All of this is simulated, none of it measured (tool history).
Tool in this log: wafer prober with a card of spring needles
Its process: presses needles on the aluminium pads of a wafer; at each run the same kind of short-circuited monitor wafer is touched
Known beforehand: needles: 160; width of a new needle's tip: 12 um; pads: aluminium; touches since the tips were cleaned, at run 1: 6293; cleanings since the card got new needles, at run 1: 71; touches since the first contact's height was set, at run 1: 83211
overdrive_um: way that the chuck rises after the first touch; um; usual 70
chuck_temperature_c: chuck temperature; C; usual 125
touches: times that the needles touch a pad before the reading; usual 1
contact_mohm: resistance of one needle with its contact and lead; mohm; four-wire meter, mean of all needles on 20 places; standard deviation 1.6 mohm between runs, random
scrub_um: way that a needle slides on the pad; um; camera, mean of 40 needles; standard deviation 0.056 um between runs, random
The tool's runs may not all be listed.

| run | hour | overdrive_um | chuck_temperature_c | touches | touches since the tips were cleaned | cleanings since the card got new needles | touches since the first contact's height was set | contact_mohm | scrub_um |
|---|---|---|---|---|---|---|---|---|---|
| 1 | 0.0 | 70 | 125 | 1 | 6293 | 71 | 83211 | 208 | 9.12 |
|  | 1.9 | tips cleaned on abrasive film |
| 2 | 11.7 | 70 | 125 | 1 | 5466 | 72 | 89667 | 199 | 9.09 |
|  | 14.7 | tips cleaned on abrasive film |
|  | 26.8 | tips cleaned on abrasive film |
| 3 | 26.8 | 70 | 39 | 1 | 0 | 74 | 97991 | 153 | 9.12 |
|  | 39.3 | tips cleaned on abrasive film |
|  | 51.3 | tips cleaned on abrasive film |
| 4 | 52.2 | 70 | 85 | 1 | 483 | 76 | 112084 | 165 | 9.08 |
|  | 63.3 | tips cleaned on abrasive film |
| 5 | 68.5 | 60 | 85 | 1 | 2888 | 77 | 121104 | 194 | 7.80 |
|  | 76.4 | tips cleaned on abrasive film |
|  | 89.1 | tips cleaned on abrasive film |
| 6 | 91.0 | 60 | 85 | 2 | 1045 | 79 | 133557 | 172 | 7.81 |
|  | 101.8 | tips cleaned on abrasive film |
| 7 | 103.4 | 60 | 85 | 2 | 886 | 80 | 140466 | 167 | 7.82 |
|  | 113.8 | tips cleaned on abrasive film |
| 8 | 113.8 | 60 | 85 | 2 | 0 | 81 | 146226 | 161 | 7.74 |
|  | 125.7 | tips cleaned on abrasive film |
| 9 | 134.3 | 60 | 85 | 2 | 4808 | 82 | 157606 | 189 | 7.71 |
|  | 138.1 | tips cleaned on abrasive film |
|  | 151.6 | tips cleaned on abrasive film |
| 10 | 157.6 | 60 | 85 | 2 | 3342 | 84 | 170475 | 188 | 7.78 |
|  | 164.3 | tips cleaned on abrasive film |
| 11 | 175.5 | 60 | 85 | 2 | 6272 | 85 | 180426 | 199 | 7.81 |
|  | 177.1 | tips cleaned on abrasive film |
|  | 190.3 | tips cleaned on abrasive film |
| 12 | 196.1 | 60 | 85 | 2 | 3245 | 87 | 191841 | 187 | 7.68 |
|  | 203.0 | tips cleaned on abrasive film |
|  | 215.6 | tips cleaned on abrasive film |
| 13 | 221.6 | 60 | 85 | 2 | 3369 | 89 | 205969 | 185 | 7.69 |
|  | 227.8 | tips cleaned on abrasive film |
| 14 | 238.1 | 60 | 85 | 2 | 5767 | 90 | 215117 | 194 | 7.61 |
|  | 240.0 | tips cleaned on abrasive film |
|  | 253.4 | tips cleaned on abrasive film |
| 15 | 253.8 | 60 | 85 | 2 | 211 | 92 | 223770 | 162 | 7.71 |
|  | 265.6 | tips cleaned on abrasive film |
| 16 | 268.4 | 60 | 85 | 2 | 1556 | 93 | 231837 | 176 | 7.55 |
|  | 277.7 | tips cleaned on abrasive film |
|  | 280.3 | height of the first contact set anew |
|  | 290.4 | tips cleaned on abrasive film |
| 17 | 293.0 | 60 | 85 | 2 | 1432 | 95 | 7029 | 181 | 7.38 |
|  | 302.5 | tips cleaned on abrasive film |
| 18 | 304.8 | 60 | 85 | 2 | 1330 | 96 | 13591 | 174 | 7.33 |
|  | 315.2 | tips cleaned on abrasive film |
| 19 | 324.6 | 71 | 83 | 2 | 5260 | 97 | 24575 | 181 | 8.83 |
|  | 328.2 | tips cleaned on abrasive film |
|  | 340.3 | tips cleaned on abrasive film |
| 20 | 341.4 | 82 | 71 | 2 | 632 | 99 | 33857 | 156 | 10.24 |
|  | 354.2 | tips cleaned on abrasive film |
| 21 | 359.9 | 50 | 47 | 2 | 3169 | 100 | 44106 | 203 | 5.95 |
|  | 366.3 | height of the first contact set anew, once more |
|  | 366.4 | tips cleaned on abrasive film |
| 22 | 377.1 | 50 | 47 | 2 | 5979 | 101 | 5979 | 213 | 6.67 |
|  | 378.6 | tips cleaned on abrasive film |
|  | 392.3 | tips cleaned on abrasive film |
| 23 | 392.3 | 77 | 98 | 2 | 0 | 103 | 14360 | 157 | 10.25 |
|  | 405.0 | tips cleaned on abrasive film |
| 24 | 412.5 | 51 | 39 | 2 | 4209 | 104 | 25595 | 199 | 6.72 |
|  | 417.3 | tips cleaned on abrasive film |
| 25 | 426.2 | 70 | 67 | 3 | 4978 | 105 | 33164 | 168 | 9.23 |
|  | 430.3 | tips cleaned on abrasive film |
| 26 | 438.4 | 53 | 125 | 1 | 4541 | 106 | 39959 | 229 | 6.95 |
|  | 443.8 | tips cleaned on abrasive film |
|  | 456.0 | tips cleaned on abrasive film |
| 27 | 460.0 | 70 | 76 | 1 | 2248 | 108 | 51885 | 177 | 9.15 |
|  | 468.1 | tips cleaned on abrasive film |
|  | 480.5 | tips cleaned on abrasive film |
| 28 | 483.6 | 54 | 76 | 1 | 1726 | 110 | 64968 | 192 | 7.08 |
|  | 493.4 | tips cleaned on abrasive film |
| 29 | 495.0 | 70 | 68 | 1 | 925 | 111 | 71274 | 167 | 9.23 |
|  | 505.9 | tips cleaned on abrasive film |
| 30 | 513.5 | 64 | 68 | 1 | 4230 | 112 | 81537 | 203 | 8.41 |
|  | 518.3 | tips cleaned on abrasive film |
| 31 | 529.1 | 64 | 68 | 1 | 6074 | 113 | 90216 | 215 | 8.50 |

4 options for the next run, each taken on its own from the tool as it stands now. Forecast them:
|  | 530.8 | tips cleaned on abrasive film |
|  | 543.1 | tips cleaned on abrasive film |
| A | 546.7 | 82 | 68 | 1 | 2007 | 115 | 99890 | ? | ? |
|  | 530.8 | tips cleaned on abrasive film |
|  | 543.1 | tips cleaned on abrasive film |
| B | 546.7 | 66 | 50 | 2 | 2007 | 115 | 99890 | ? | ? |
|  | 530.8 | tips cleaned on abrasive film |
|  | 543.1 | tips cleaned on abrasive film |
| C | 546.7 | 64 | 39 | 1 | 2007 | 115 | 99890 | ? | ? |
|  | 530.8 | tips cleaned on abrasive film |
|  | 543.1 | tips cleaned on abrasive film |
| D | 546.7 | 74 | 33 | 3 | 2007 | 115 | 99890 | ? | ? |

| run | contact_mohm | scrub_um |
|---|---|---|
| A | 172 | 10.75 |
| B | 165 | 8.60 |
| C | 183 | 8.35 |
| D | 153 | 9.71 |
With no hidden state in the tool, these same runs would have given:
| run | contact_mohm | scrub_um |
|---|---|---|
| A | 149 | 10.90 |
| B | 145 | 8.76 |
| C | 148 | 8.51 |
| D | 142 | 9.87 |
